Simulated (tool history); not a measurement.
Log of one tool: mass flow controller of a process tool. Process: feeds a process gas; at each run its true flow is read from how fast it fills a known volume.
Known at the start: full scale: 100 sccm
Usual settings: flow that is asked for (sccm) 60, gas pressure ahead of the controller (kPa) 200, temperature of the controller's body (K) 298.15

run,hour,flow that is asked for (sccm),gas pressure ahead of the controller (kPa),temperature of the controller's body (K),true flow (%)
1,0,60,200,298.15,99.71
2,391.7,60,200,298.15,99.55
3,622.2,60,176,298.15,99.91
4,986.4,50,200,298.15,99.7
5,1478.1,60,165,298.15,99.87
6,1893.6,60,200,298.15,99.64
7,2322.9,60,200,298.15,99.57
8,2611,60,200,298.15,99.55
9,3141.9,52,200,298.15,99.58
10,3647,52,200,298.15,99.66
11,4039.9,52,200,294.15,100.03
12,4312.6,52,200,294.15,100.2
13,4827,60,200,298.15,99.48
14,5306,60,200,298.15,99.57
15,5650.9,60,200,298.15,99.5
16,6014.6,60,200,298.15,99.47
17,6391.5,60,200,296.15,99.71
# hour 6433.3: controller's zero set anew
18,6768.4,86,200,298.15,99.73
19,7060.3,86,200,298.15,99.63
20,7601.2,60,184,298.15,100.35
# hour 7770.4: controller exchanged for a calibrated one
21,8152.4,60,172,298.15,100.04
22,8476.5,60,172,298.15,100.07
# hour 8632.2: controller's zero set anew, once more
23,8903.9,60,195,298.15,99.88
24,9289.6,60,195,298.15,99.88
25,9659.6,60,166,299.15,99.88
26,10052.8,59,170,312.15,98.42
27,10518.8,94,164,296.15,100.26
28,10862.1,51,221,295.15,99.96
29,11129,86,201,294.15,100.16
30,11487.8,86,201,294.15,100.07
31,11952.8,60,275,311.15,97.92
32,12226.1,24,200,298.15,100.03
33,12506.3,60,220,306.15,98.7
34,12936.7,81,158,298.15,99.93
35,13282.9,81,158,298.15,99.92
36,13734,36,272,302.15,98.94
37,14109,64,141,304.15,99.47
38,14548.8,23,147,299.15,100.43
39,14773.4,11,147,299.15,101.83
40,15104.6,11,147,299.15,101.96
41,15497.7,11,147,299.15,101.95
42,15936.8,11,147,299.15,102.22
43,16313.5,11,147,299.15,102.33

5 ways to go on from here, each from the tool as it stands after run 43. What would each give?
A,16650.8,11,147,295.15,?
B,16650.8,11,147,301.15,?
C,16650.8,14,221,308.15,?
D,16650.8,78,220,298.15,?
E,16650.8,60,259,298.15,?

run,true flow (%)
A,102.74
B,102.16
C,100.23
D,99.33
E,99.21
Without the tool's hidden state the same runs would have given:
run,true flow (%)
A,100.3
B,99.72
C,98.51
D,99.78
E,99.53
